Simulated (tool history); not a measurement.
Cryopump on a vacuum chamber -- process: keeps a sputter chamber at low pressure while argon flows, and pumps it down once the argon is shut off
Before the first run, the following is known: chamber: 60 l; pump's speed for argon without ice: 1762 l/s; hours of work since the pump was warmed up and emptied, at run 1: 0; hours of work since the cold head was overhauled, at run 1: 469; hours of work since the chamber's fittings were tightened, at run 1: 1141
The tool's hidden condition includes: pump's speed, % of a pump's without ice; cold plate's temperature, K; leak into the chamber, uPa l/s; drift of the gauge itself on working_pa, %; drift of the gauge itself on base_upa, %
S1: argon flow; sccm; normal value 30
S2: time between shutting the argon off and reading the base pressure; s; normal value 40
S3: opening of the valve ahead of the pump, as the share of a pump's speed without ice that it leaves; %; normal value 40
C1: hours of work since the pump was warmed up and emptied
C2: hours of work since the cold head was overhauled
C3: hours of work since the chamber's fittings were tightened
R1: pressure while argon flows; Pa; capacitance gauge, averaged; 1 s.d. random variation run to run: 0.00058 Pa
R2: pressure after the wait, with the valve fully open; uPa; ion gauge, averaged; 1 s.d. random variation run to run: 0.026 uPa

{"run": 1, "hour": 0.0, "S1": 30, "S2": 40, "S3": 40, "C1": 0, "C2": 469, "C3": 1141, "R1": 0.0722, "R2": 2.36}
{"run": 2, "hour": 25.3, "S1": 30, "S2": 183, "S3": 40, "C1": 20, "C2": 489, "C3": 1162, "R1": 0.0728, "R2": 1.62}
{"run": 3, "hour": 46.8, "S1": 30, "S2": 183, "S3": 40, "C1": 38, "C2": 506, "C3": 1179, "R1": 0.0738, "R2": 1.67}
{"run": 4, "hour": 78.8, "S1": 30, "S2": 40, "S3": 40, "C1": 63, "C2": 532, "C3": 1205, "R1": 0.074, "R2": 2.41}
{"run": 5, "hour": 98.2, "S1": 30, "S2": 40, "S3": 40, "C1": 79, "C2": 548, "C3": 1220, "R1": 0.0743, "R2": 2.49}
{"run": 6, "hour": 119.3, "S1": 30, "S2": 40, "S3": 40, "C1": 96, "C2": 565, "C3": 1237, "R1": 0.0739, "R2": 2.5}
{"run": 7, "hour": 137.5, "S1": 16, "S2": 40, "S3": 40, "C1": 111, "C2": 579, "C3": 1252, "R1": 0.0392, "R2": 2.51}
{"run": 8, "hour": 164.9, "S1": 16, "S2": 40, "S3": 40, "C1": 133, "C2": 601, "C3": 1274, "R1": 0.0399, "R2": 2.64}
{"run": 9, "hour": 198.3, "S1": 30, "S2": 40, "S3": 40, "C1": 160, "C2": 628, "C3": 1301, "R1": 0.0763, "R2": 2.7}
{"run": 10, "hour": 215.8, "S1": 13, "S2": 40, "S3": 40, "C1": 174, "C2": 642, "C3": 1315, "R1": 0.0319, "R2": 2.73}
{"run": 11, "hour": 255.0, "S1": 30, "S2": 40, "S3": 38, "C1": 205, "C2": 674, "C3": 1347, "R1": 0.0807, "R2": 2.85}
{"run": 12, "hour": 295.7, "S1": 37, "S2": 40, "S3": 38, "C1": 238, "C2": 707, "C3": 1379, "R1": 0.1007, "R2": 2.82}
{"run": 13, "hour": 335.2, "S1": 37, "S2": 40, "S3": 38, "C1": 270, "C2": 738, "C3": 1411, "R1": 0.1009, "R2": 3.07}
{"run": 14, "hour": 372.1, "S1": 37, "S2": 40, "S3": 38, "C1": 299, "C2": 768, "C3": 1441, "R1": 0.1023, "R2": 2.98}
{"run": 15, "hour": 402.5, "S1": 37, "S2": 40, "S3": 38, "C1": 324, "C2": 793, "C3": 1465, "R1": 0.1044, "R2": 3.23}
{"run": 16, "hour": 419.3, "S1": 37, "S2": 40, "S3": 38, "C1": 337, "C2": 806, "C3": 1479, "R1": 0.1057, "R2": 3.11}
{"run": 17, "hour": 442.2, "S1": 37, "S2": 40, "S3": 38, "C1": 356, "C2": 825, "C3": 1497, "R1": 0.1049, "R2": 3.29}
{"run": 18, "hour": 465.9, "S1": 37, "S2": 40, "S3": 37, "C1": 375, "C2": 844, "C3": 1516, "R1": 0.1095, "R2": 3.4}
{"run": 19, "hour": 497.1, "S1": 37, "S2": 40, "S3": 37, "C1": 400, "C2": 869, "C3": 1541, "R1": 0.1099, "R2": 3.36}
{"run": 20, "hour": 515.2, "S1": 42, "S2": 71, "S3": 52, "C1": 414, "C2": 883, "C3": 1556, "R1": 0.0954, "R2": 3.12}
{"hour": 540.6, "done": "pump warmed up, emptied and cooled again"}
{"run": 21, "hour": 550.2, "S1": 42, "S2": 22, "S3": 44, "C1": 8, "C2": 907, "C3": 1580, "R1": 0.0918, "R2": 3.59}
{"run": 22, "hour": 575.2, "S1": 30, "S2": 40, "S3": 52, "C1": 28, "C2": 928, "C3": 1600, "R1": 0.0563, "R2": 2.86}
{"run": 23, "hour": 605.3, "S1": 30, "S2": 37, "S3": 40, "C1": 52, "C2": 952, "C3": 1624, "R1": 0.0741, "R2": 2.96}
{"run": 24, "hour": 642.1, "S1": 15, "S2": 286, "S3": 40, "C1": 82, "C2": 981, "C3": 1654, "R1": 0.037, "R2": 2.13}
{"run": 25, "hour": 670.9, "S1": 16, "S2": 107, "S3": 16, "C1": 105, "C2": 1004, "C3": 1677, "R1": 0.0973, "R2": 2.38}
{"run": 26, "hour": 702.2, "S1": 20, "S2": 123, "S3": 40, "C1": 130, "C2": 1030, "C3": 1702, "R1": 0.0507, "R2": 2.48}
{"run": 27, "hour": 740.2, "S1": 27, "S2": 74, "S3": 23, "C1": 161, "C2": 1060, "C3": 1733, "R1": 0.1168, "R2": 2.77}
{"run": 28, "hour": 778.4, "S1": 30, "S2": 38, "S3": 22, "C1": 191, "C2": 1091, "C3": 1764, "R1": 0.135, "R2": 3.38}
{"run": 29, "hour": 818.8, "S1": 30, "S2": 38, "S3": 22, "C1": 224, "C2": 1123, "C3": 1796, "R1": 0.1367, "R2": 3.51}
{"run": 30, "hour": 847.6, "S1": 30, "S2": 40, "S3": 37, "C1": 247, "C2": 1147, "C3": 1819, "R1": 0.0832, "R2": 3.53}
{"run": 31, "hour": 872.3, "S1": 30, "S2": 40, "S3": 37, "C1": 267, "C2": 1166, "C3": 1839, "R1": 0.0848, "R2": 3.53}
{"run": 32, "hour": 900.2, "S1": 30, "S2": 40, "S3": 37, "C1": 289, "C2": 1189, "C3": 1861, "R1": 0.0862, "R2": 3.69}
{"run": 33, "hour": 929.0, "S1": 52, "S2": 82, "S3": 37, "C1": 312, "C2": 1212, "C3": 1885, "R1": 0.1479, "R2": 3.32}
{"run": 34, "hour": 946.7, "S1": 27, "S2": 72, "S3": 49, "C1": 327, "C2": 1226, "C3": 1899, "R1": 0.0612, "R2": 3.3}

Hidden state or all else? Some run-to-run changes of R1, split into what the settings, what came in and random variation would give without the hidden state, and what is left for the hidden state (with any gauge scatter that isn't in both results):
Run 20 -> 21: S2 71 -> 22, S3 52 -> 44, pump warmed up, emptied and cooled again. R1 -0.0036 Pa: hidden state -0.0167, all else +0.0131.
Run 26 -> 27: S1 20 -> 27, S2 123 -> 74, S3 40 -> 23. R1 +0.0661 Pa: hidden state +0.0015, all else +0.0646.
Run 32 -> 33: S1 30 -> 52, S2 40 -> 82. R1 +0.0617 Pa: hidden state +0.0069, all else +0.0548.
Run 33 -> 34: S1 52 -> 27, S2 82 -> 72, S3 37 -> 49. R1 -0.0867 Pa: hidden state -0.0065, all else -0.0802.
